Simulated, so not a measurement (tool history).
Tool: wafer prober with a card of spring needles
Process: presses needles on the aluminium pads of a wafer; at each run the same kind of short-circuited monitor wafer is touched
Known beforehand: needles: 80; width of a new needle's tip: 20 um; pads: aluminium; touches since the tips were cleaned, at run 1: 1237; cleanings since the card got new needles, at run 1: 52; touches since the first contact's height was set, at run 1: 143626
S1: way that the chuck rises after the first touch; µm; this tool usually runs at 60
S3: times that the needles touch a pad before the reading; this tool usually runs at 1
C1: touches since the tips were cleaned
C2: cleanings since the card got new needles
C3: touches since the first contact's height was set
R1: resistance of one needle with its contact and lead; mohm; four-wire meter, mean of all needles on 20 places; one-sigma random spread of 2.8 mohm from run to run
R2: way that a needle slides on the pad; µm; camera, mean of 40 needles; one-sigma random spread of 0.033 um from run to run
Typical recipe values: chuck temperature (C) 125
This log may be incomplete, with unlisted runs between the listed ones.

{"run": 1, "day": 0.0, "S1": 60, "chuck temperature (C)": 125, "S3": 1, "C1": 1237, "C2": 52, "C3": 143626, "R1": 460, "R2": 12.36}
{"day": 0.671, "done": "tips cleaned on abrasive film"}
{"day": 1.517, "done": "tips cleaned on abrasive film"}
{"run": 2, "day": 1.517, "S1": 60, "chuck temperature (C)": 125, "S3": 1, "C1": 0, "C2": 54, "C3": 153927, "R1": 368, "R2": 12.36}
{"day": 2.521, "done": "tips cleaned on abrasive film"}
{"run": 3, "day": 2.846, "S1": 60, "chuck temperature (C)": 125, "S3": 1, "C1": 2245, "C2": 55, "C3": 162998, "R1": 537, "R2": 12.3}
{"day": 3.483, "done": "tips cleaned on abrasive film"}
{"run": 4, "day": 3.85, "S1": 60, "chuck temperature (C)": 125, "S3": 1, "C1": 2513, "C2": 56, "C3": 169833, "R1": 557, "R2": 12.34}
{"day": 4.333, "done": "tips cleaned on abrasive film"}
{"day": 4.671, "done": "height of the first contact set anew"}
{"day": 5.167, "done": "tips cleaned on abrasive film"}
{"day": 6.075, "done": "tips cleaned on abrasive film"}
{"run": 5, "day": 6.283, "S1": 45, "chuck temperature (C)": 125, "S3": 1, "C1": 1421, "C2": 59, "C3": 10966, "R1": 576, "R2": 9.42}
{"day": 6.912, "done": "tips cleaned on abrasive film"}
{"day": 7.788, "done": "tips cleaned on abrasive film"}
{"run": 6, "day": 7.804, "S1": 71, "chuck temperature (C)": 125, "S3": 1, "C1": 114, "C2": 61, "C3": 21293, "R1": 361, "R2": 14.77}
{"day": 8.675, "done": "tips cleaned on abrasive film"}
{"day": 9.558, "done": "tips cleaned on abrasive film"}
{"run": 7, "day": 9.558, "S1": 60, "chuck temperature (C)": 35, "S3": 1, "C1": 0, "C2": 63, "C3": 33225, "R1": 332, "R2": 12.53}
{"day": 10.471, "done": "tips cleaned on abrasive film"}
{"run": 8, "day": 11.233, "S1": 60, "chuck temperature (C)": 35, "S3": 1, "C1": 5220, "C2": 64, "C3": 44651, "R1": 662, "R2": 12.53}
{"day": 11.4, "done": "tips cleaned on abrasive film"}
{"day": 12.296, "done": "tips cleaned on abrasive film"}
{"day": 13.175, "done": "tips cleaned on abrasive film"}
{"run": 9, "day": 13.5, "S1": 48, "chuck temperature (C)": 125, "S3": 1, "C1": 2221, "C2": 67, "C3": 60042, "R1": 650, "R2": 10.0}
{"day": 14.129, "done": "tips cleaned on abrasive film"}
{"day": 15.104, "done": "tips cleaned on abrasive film"}
{"run": 10, "day": 15.608, "S1": 60, "chuck temperature (C)": 125, "S3": 2, "C1": 3439, "C2": 69, "C3": 74388, "R1": 483, "R2": 12.47}
{"day": 15.938, "done": "tips cleaned on abrasive film"}
{"run": 11, "day": 16.642, "S1": 60, "chuck temperature (C)": 125, "S3": 2, "C1": 4792, "C2": 70, "C3": 81423, "R1": 514, "R2": 12.46}
{"day": 16.783, "done": "tips cleaned on abrasive film"}
{"day": 17.625, "done": "tips cleaned on abrasive film"}
{"run": 12, "day": 17.712, "S1": 60, "chuck temperature (C)": 125, "S3": 2, "C1": 607, "C2": 72, "C3": 88702, "R1": 384, "R2": 12.39}
{"day": 18.529, "done": "tips cleaned on abrasive film"}
{"day": 19.438, "done": "tips cleaned on abrasive film"}
{"run": 13, "day": 19.708, "S1": 60, "chuck temperature (C)": 125, "S3": 1, "C1": 1847, "C2": 74, "C3": 102275, "R1": 497, "R2": 12.4}
{"day": 20.279, "done": "tips cleaned on abrasive film"}
{"day": 21.112, "done": "tips cleaned on abrasive film"}
{"run": 14, "day": 21.488, "S1": 60, "chuck temperature (C)": 125, "S3": 1, "C1": 2552, "C2": 76, "C3": 114367, "R1": 544, "R2": 12.41}
{"day": 21.962, "done": "tips cleaned on abrasive film"}
{"day": 22.817, "done": "tips cleaned on abrasive film"}
{"run": 15, "day": 23.3, "S1": 60, "chuck temperature (C)": 125, "S3": 1, "C1": 3299, "C2": 78, "C3": 126713, "R1": 590, "R2": 12.36}
{"day": 23.838, "done": "tips cleaned on abrasive film"}
{"day": 24.671, "done": "tips cleaned on abrasive film"}
{"run": 16, "day": 24.671, "S1": 52, "chuck temperature (C)": 69, "S3": 1, "C1": 0, "C2": 80, "C3": 136031, "R1": 354, "R2": 10.65}
{"day": 25.617, "done": "tips cleaned on abrasive film"}
{"day": 26.462, "done": "tips cleaned on abrasive film"}
{"run": 17, "day": 27.092, "S1": 45, "chuck temperature (C)": 75, "S3": 1, "C1": 4307, "C2": 82, "C3": 152508, "R1": 929, "R2": 9.28}
{"day": 27.3, "done": "tips cleaned on abrasive film"}
{"day": 28.167, "done": "tips cleaned on abrasive film"}
{"day": 29.008, "done": "tips cleaned on abrasive film"}
{"run": 18, "day": 29.408, "S1": 42, "chuck temperature (C)": 75, "S3": 1, "C1": 2730, "C2": 85, "C3": 168254, "R1": 826, "R2": 8.55}
{"day": 29.912, "done": "tips cleaned on abrasive film"}
{"day": 30.492, "done": "height of the first contact set anew"}
{"day": 30.833, "done": "tips cleaned on abrasive film"}
{"run": 19, "day": 31.175, "S1": 64, "chuck temperature (C)": 89, "S3": 2, "C1": 2332, "C2": 87, "C3": 4648, "R1": 438, "R2": 13.41}
{"day": 31.692, "done": "tips cleaned on abrasive film"}
{"day": 32.521, "done": "tips cleaned on abrasive film"}
{"run": 20, "day": 33.25, "S1": 64, "chuck temperature (C)": 89, "S3": 2, "C1": 5005, "C2": 89, "C3": 18773, "R1": 490, "R2": 13.42}
{"day": 33.433, "done": "tips cleaned on abrasive film"}
{"day": 34.388, "done": "tips cleaned on abrasive film"}
{"day": 35.221, "done": "tips cleaned on abrasive film"}
{"run": 21, "day": 35.221, "S1": 60, "chuck temperature (C)": 47, "S3": 1, "C1": 0, "C2": 92, "C3": 32141, "R1": 328, "R2": 12.49}
{"day": 36.208, "done": "tips cleaned on abrasive film"}
{"run": 22, "day": 36.508, "S1": 60, "chuck temperature (C)": 66, "S3": 1, "C1": 2052, "C2": 93, "C3": 40925, "R1": 524, "R2": 12.53}
{"day": 37.054, "done": "tips cleaned on abrasive film"}
{"run": 23, "day": 37.538, "S1": 60, "chuck temperature (C)": 66, "S3": 1, "C1": 3292, "C2": 94, "C3": 47911, "R1": 601, "R2": 12.5}
{"day": 38.038, "done": "tips cleaned on abrasive film"}
{"run": 24, "day": 38.733, "S1": 57, "chuck temperature (C)": 125, "S3": 1, "C1": 4762, "C2": 95, "C3": 56069, "R1": 679, "R2": 11.9}
{"day": 38.938, "done": "tips cleaned on abrasive film"}
{"day": 39.783, "done": "tips cleaned on abrasive film"}
{"day": 40.625, "done": "tips cleaned on abrasive film"}
{"run": 25, "day": 40.846, "S1": 44, "chuck temperature (C)": 50, "S3": 1, "C1": 1493, "C2": 98, "C3": 70402, "R1": 591, "R2": 9.13}
{"day": 41.454, "done": "tips cleaned on abrasive film"}
{"day": 42.462, "done": "tips cleaned on abrasive film"}
{"run": 26, "day": 42.571, "S1": 78, "chuck temperature (C)": 29, "S3": 1, "C1": 758, "C2": 100, "C3": 82148, "R1": 342, "R2": 16.11}
{"day": 43.358, "done": "tips cleaned on abrasive film"}
{"run": 27, "day": 43.792, "S1": 78, "chuck temperature (C)": 29, "S3": 1, "C1": 2952, "C2": 101, "C3": 90460, "R1": 447, "R2": 16.21}
{"day": 44.271, "done": "tips cleaned on abrasive film"}
{"day": 45.117, "done": "tips cleaned on abrasive film"}
{"run": 28, "day": 45.583, "S1": 57, "chuck temperature (C)": 29, "S3": 1, "C1": 3188, "C2": 103, "C3": 102648, "R1": 655, "R2": 11.79}
{"day": 45.967, "done": "tips cleaned on abrasive film"}
{"day": 46.862, "done": "tips cleaned on abrasive film"}
{"run": 29, "day": 46.892, "S1": 60, "chuck temperature (C)": 53, "S3": 1, "C1": 202, "C2": 105, "C3": 111522, "R1": 374, "R2": 12.34}
{"day": 47.812, "done": "tips cleaned on abrasive film"}
{"day": 48.821, "done": "tips cleaned on abrasive film"}
{"run": 30, "day": 48.975, "S1": 57, "chuck temperature (C)": 73, "S3": 2, "C1": 1054, "C2": 107, "C3": 125716, "R1": 397, "R2": 11.7}

Pick out some run-to-run changes in R1. Of each, how much would a tool without hidden state show as well, from the settings, what came in and chance, and how much is left for the hidden state and any gauge scatter not in both results compared?
Unlogged tool condition in this case: debris on the tips, nm; way that the needles fall short of the set height, um; tips' diameter, um; drift of the gauge itself on contact_mohm, %; drift of the gauge itself on scrub_um, %.
Run 7 -> 8: tips cleaned on abrasive film. R1 +330 mohm: hidden state +327, all else +3.
Run 16 -> 17: S1 52 -> 45, chuck temperature (C) 69 -> 75, tips cleaned on abrasive film, tips cleaned on abrasive film. R1 +575 mohm: hidden state +565, all else +10.
Run 18 -> 19: S1 42 -> 64, chuck temperature (C) 75 -> 89, S3 1 -> 2, tips cleaned on abrasive film, height of the first contact set anew, tips cleaned on abrasive film. R1 -388 mohm: hidden state -370, all else -18.
